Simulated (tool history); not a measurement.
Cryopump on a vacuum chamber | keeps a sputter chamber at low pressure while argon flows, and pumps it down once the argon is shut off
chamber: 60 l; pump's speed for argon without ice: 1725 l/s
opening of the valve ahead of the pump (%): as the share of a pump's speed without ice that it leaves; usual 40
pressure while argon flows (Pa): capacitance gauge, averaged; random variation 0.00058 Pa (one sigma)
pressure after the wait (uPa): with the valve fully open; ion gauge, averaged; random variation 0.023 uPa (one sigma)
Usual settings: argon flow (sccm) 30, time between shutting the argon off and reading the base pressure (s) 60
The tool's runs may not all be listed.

run	hour	argon flow (sccm)	time between shutting the argon off and reading the base pressure (s)	opening of the valve ahead of the pump (%)	pressure while argon flows (Pa)	pressure after the wait (uPa)
1	0	30	60	40	0.0737	1.87
2	7.4	30	60	21	0.141	1.84
3	16.8	30	60	40	0.0759	1.91
4	27.9	30	120	40	0.0752	1.64
5	36.6	30	43	40	0.0753	2.05
6	51.9	30	60	40	0.0755	1.89
7	65.9	30	60	17	0.1755	1.91
8	79	30	60	40	0.0756	1.89
9	89.9	30	60	40	0.0753	1.88
10	103.1	32	56	40	0.0811	1.98
11	110.8	30	60	33	0.0915	1.87
12	123.3	27	126	15	0.179	1.58
# hour 128.3: leaking fittings of the chamber tightened, without venting
13	131.9	19	53	40	0.0474	0.87
14	142	19	53	40	0.0488	0.81
15	151.6	48	200	40	0.1212	0.38
16	164.7	16	112	40	0.0401	0.5
17	175.4	17	166	19	0.0895	0.39

Forecast each of these 5 alternatives for the next run:
A	186	30	60	25	?	?
B	186	17	117	27	?	?
C	186	50	105	24	?	?
D	186	34	31	40	?	?
E	186	30	60	59	?	?

run	pressure while argon flows (Pa)	pressure after the wait (uPa)
A	0.121	0.75
B	0.0642	0.52
C	0.2078	0.54
D	0.0866	1.33
E	0.0534	0.8
Without the tool's hidden state the same runs would have given:
run	pressure while argon flows (Pa)	pressure after the wait (uPa)
A	0.1185	0.73
B	0.0627	0.5
C	0.2036	0.51
D	0.0837	1.31
E	0.0508	0.78
